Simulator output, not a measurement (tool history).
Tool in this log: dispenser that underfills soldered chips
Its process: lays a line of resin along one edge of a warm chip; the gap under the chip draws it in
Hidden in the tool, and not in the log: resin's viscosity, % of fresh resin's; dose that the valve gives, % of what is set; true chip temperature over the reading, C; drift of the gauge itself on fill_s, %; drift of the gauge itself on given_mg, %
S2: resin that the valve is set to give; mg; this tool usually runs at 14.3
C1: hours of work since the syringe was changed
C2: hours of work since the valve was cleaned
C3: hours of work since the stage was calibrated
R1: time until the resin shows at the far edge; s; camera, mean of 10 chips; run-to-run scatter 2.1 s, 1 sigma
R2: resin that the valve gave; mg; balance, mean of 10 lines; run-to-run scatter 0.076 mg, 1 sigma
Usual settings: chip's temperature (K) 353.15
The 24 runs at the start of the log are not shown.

At day 7.871: new syringe of resin.
Run 25, day 7.871: usual settings but chip's temperature (K) 361.15, S2 18 mg; C1 0; C2 116; C3 115. Result: R1 127.3 s, R2 16.68 mg.
At day 8.167: new syringe of resin.
Run 26, day 8.271: usual settings but chip's temperature (K) 361.15, S2 18 mg; C1 2; C2 124; C3 122. Result: R1 138.5 s, R2 16.74 mg.
At day 8.454: new syringe of resin.
Run 27, day 8.554: usual settings but chip's temperature (K) 346.15, S2 14.8 mg; C1 2; C2 129; C3 127. Result: R1 295.2 s, R2 13.6 mg.
At day 8.742: new syringe of resin.
Run 28, day 8.746: usual settings but chip's temperature (K) 346.15, S2 15.9 mg; C1 0; C2 132; C3 131. Result: R1 290.3 s, R2 14.51 mg.
Run 29, day 8.933: usual settings but chip's temperature (K) 365.15, S2 13.5 mg; C1 4; C2 136; C3 134. Result: R1 124 s, R2 12.36 mg.
At day 8.996: dispensing valve cleaned and set on the balance.
At day 9.092: new syringe of resin.
At day 9.383: new syringe of resin.
Run 30, day 9.383: usual settings but chip's temperature (K) 365.15, S2 13.5 mg; C1 0; C2 7; C3 141. Result: R1 106.3 s, R2 13.43 mg.
Run 31, day 9.567: usual settings but chip's temperature (K) 356.15, S2 13.3 mg; C1 3; C2 10; C3 145. Result: R1 186.8 s, R2 13.18 mg.
At day 9.692: new syringe of resin.
Run 32, day 9.917: usual settings but chip's temperature (K) 340.15, S2 18.4 mg; C1 4; C2 17; C3 151. Result: R1 441.9 s, R2 18.19 mg.
At day 9.983: new syringe of resin.
Run 33, day 10.154: usual settings but chip's temperature (K) 341.15; C1 3; C2 21; C3 156. Result: R1 410.6 s, R2 14.04 mg.
At day 10.283: new syringe of resin.
At day 10.588: new syringe of resin.
Run 34, day 10.588: usual settings but chip's temperature (K) 363.15, S2 18 mg; C1 0; C2 28; C3 163. Result: R1 117 s, R2 17.66 mg.
Run 35, day 10.808: usual settings but chip's temperature (K) 364.15; C1 4; C2 33; C3 167. Result: R1 127.9 s, R2 13.9 mg.

Alternative continuations, all from the tool just after run 35; predict every row:
At day 10.9: new syringe of resin.
At day 11.2: new syringe of resin.
Run A, day 11.221: usual settings but chip's temperature (K) 364.15, S2 17.9 mg; C1 0; C2 40; C3 175. Result: R1 ?, R2 ?.
At day 10.9: new syringe of resin.
At day 11.2: new syringe of resin.
Run B, day 11.221: usual settings but chip's temperature (K) 344.15, S2 12.7 mg; C1 0; C2 40; C3 175. Result: R1 ?, R2 ?.
At day 10.9: new syringe of resin.
At day 11.2: new syringe of resin.
Run C, day 11.221: usual settings but chip's temperature (K) 364.15, S2 13.2 mg; C1 0; C2 40; C3 175. Result: R1 ?, R2 ?.

run     R1     R2
  A    112  17.59
  B  311.6  12.27
  C  113.2  12.79
Had the tool no hidden state, the same runs would have come out as:
run     R1     R2
  A  118.4  18.08
  B  330.3  12.62
  C  119.2  13.15
